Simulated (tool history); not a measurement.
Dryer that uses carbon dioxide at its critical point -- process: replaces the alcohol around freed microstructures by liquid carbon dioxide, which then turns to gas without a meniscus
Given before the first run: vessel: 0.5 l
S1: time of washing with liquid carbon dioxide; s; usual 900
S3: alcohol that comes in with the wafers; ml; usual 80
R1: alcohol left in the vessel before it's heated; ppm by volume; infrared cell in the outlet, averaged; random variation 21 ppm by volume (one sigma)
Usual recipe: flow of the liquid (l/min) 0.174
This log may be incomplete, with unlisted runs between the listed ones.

Run 1, day 0: usual settings. Result: R1 1994 ppm by volume.
Run 2, day 0.179: usual settings but S1 1260 s. Result: R1 338 ppm by volume.
Run 3, day 0.55: usual settings but S1 1260 s. Result: R1 356 ppm by volume.
Run 4, day 0.983: usual settings but S1 1260 s. Result: R1 376 ppm by volume.
Run 5, day 1.354: usual settings. Result: R1 2171 ppm by volume.
Run 6, day 1.55: usual settings. Result: R1 2123 ppm by volume.
Run 7, day 1.838: usual settings. Result: R1 2076 ppm by volume.
Run 8, day 2.1: usual settings. Result: R1 2101 ppm by volume.
Run 9, day 2.4: usual settings. Result: R1 2100 ppm by volume.
Run 10, day 2.583: usual settings but S1 1080 s. Result: R1 922 ppm by volume.
Run 11, day 2.883: usual settings but S1 1080 s. Result: R1 928 ppm by volume.
Run 12, day 3.304: usual settings. Result: R1 2194 ppm by volume.
Run 13, day 3.679: usual settings. Result: R1 2143 ppm by volume.
Run 14, day 3.879: usual settings. Result: R1 2230 ppm by volume.
Run 15, day 4.108: usual settings. Result: R1 2209 ppm by volume.
Run 16, day 4.312: usual settings. Result: R1 2197 ppm by volume.
Run 17, day 4.6: usual settings. Result: R1 2284 ppm by volume.
Run 18, day 4.796: usual settings. Result: R1 2202 ppm by volume.
Run 19, day 5.162: usual settings. Result: R1 2316 ppm by volume.
Run 20, day 5.467: usual settings but flow of the liquid (l/min) 0.131. Result: R1 6622 ppm by volume.
Run 21, day 5.821: usual settings. Result: R1 2313 ppm by volume.
Run 22, day 6.146: usual settings but S1 1140 s, flow of the liquid (l/min) 0.149, S3 50 ml. Result: R1 1042 ppm by volume.
Run 23, day 6.471: usual settings but S1 1140 s, flow of the liquid (l/min) 0.204, S3 42 ml. Result: R1 161 ppm by volume.
Run 24, day 6.804: usual settings but S1 840 s, flow of the liquid (l/min) 0.165, S3 23 ml. Result: R1 1128 ppm by volume.
Run 25, day 6.988: usual settings but S1 840 s, flow of the liquid (l/min) 0.165, S3 23 ml. Result: R1 1121 ppm by volume.
Run 26, day 7.271: usual settings but flow of the liquid (l/min) 0.177, S3 104 ml. Result: R1 2986 ppm by volume.
Run 27, day 7.612: usual settings but S1 540 s, flow of the liquid (l/min) 0.177, S3 23 ml. Result: R1 3380 ppm by volume.
Run 28, day 7.917: usual settings but S1 540 s, flow of the liquid (l/min) 0.177, S3 23 ml. Result: R1 3552 ppm by volume.
Run 29, day 8.192: usual settings but S1 540 s, flow of the liquid (l/min) 0.177, S3 23 ml. Result: R1 3589 ppm by volume.
Run 30, day 8.5: usual settings but S1 540 s, flow of the liquid (l/min) 0.177, S3 23 ml. Result: R1 3702 ppm by volume.
Run 31, day 8.721: usual settings but S1 540 s, flow of the liquid (l/min) 0.176, S3 48 ml. Result: R1 7623 ppm by volume.
Run 32, day 9.146: usual settings but flow of the liquid (l/min) 0.136, S3 22 ml. Result: R1 1761 ppm by volume.
Run 33, day 9.329: usual settings but S1 600 s, flow of the liquid (l/min) 0.151, S3 35 ml. Result: R1 6835 ppm by volume.
Run 34, day 9.662: usual settings but S1 1140 s, flow of the liquid (l/min) 0.129, S3 21 ml. Result: R1 918 ppm by volume.
Run 35, day 10.038: usual settings but S1 720 s, flow of the liquid (l/min) 0.112, S3 56 ml. Result: R1 13926 ppm by volume.
Run 36, day 10.296: usual settings but S1 720 s, flow of the liquid (l/min) 0.112, S3 56 ml. Result: R1 13953 ppm by volume.
Run 37, day 10.6: usual settings but S1 720 s, flow of the liquid (l/min) 0.112, S3 56 ml. Result: R1 14292 ppm by volume.
Run 38, day 10.858: usual settings but S1 720 s, flow of the liquid (l/min) 0.112, S3 56 ml. Result: R1 14027 ppm by volume.
Run 39, day 11.188: usual settings but S1 780 s, flow of the liquid (l/min) 0.105, S3 88 ml. Result: R1 20957 ppm by volume.
Run 40, day 11.383: usual settings but S1 600 s, flow of the liquid (l/min) 0.125. Result: R1 23678 ppm by volume.
Run 41, day 11.742: usual settings but S1 960 s, flow of the liquid (l/min) 0.288, S3 27 ml. Result: R1 54 ppm by volume.
Run 42, day 11.95: usual settings but S1 600 s, flow of the liquid (l/min) 0.212, S3 98 ml. Result: R1 6857 ppm by volume.

Below are 5 alternative next runs, each starting from the tool's condition after run 42. Predict each:
Run A, day 12.175: usual settings but flow of the liquid (l/min) 0.212. Result: R1 ?.
Run B, day 12.175: usual settings but S1 960 s, flow of the liquid (l/min) 0.267. Result: R1 ?.
Run C, day 12.175: usual settings but flow of the liquid (l/min) 0.131. Result: R1 ?.
Run D, day 12.175: usual settings but flow of the liquid (l/min) 0.137. Result: R1 ?.
Run E, day 12.175: usual settings but S1 1320 s, flow of the liquid (l/min) 0.236, S3 98 ml. Result: R1 ?.

run    R1
  A  1077
  B   174
  C  7588
  D  6601
  E    74
Had the tool no hidden state, the same runs would have come out as:
run    R1
  A   472
  B    45
  C  4627
  D  3934
  E    23
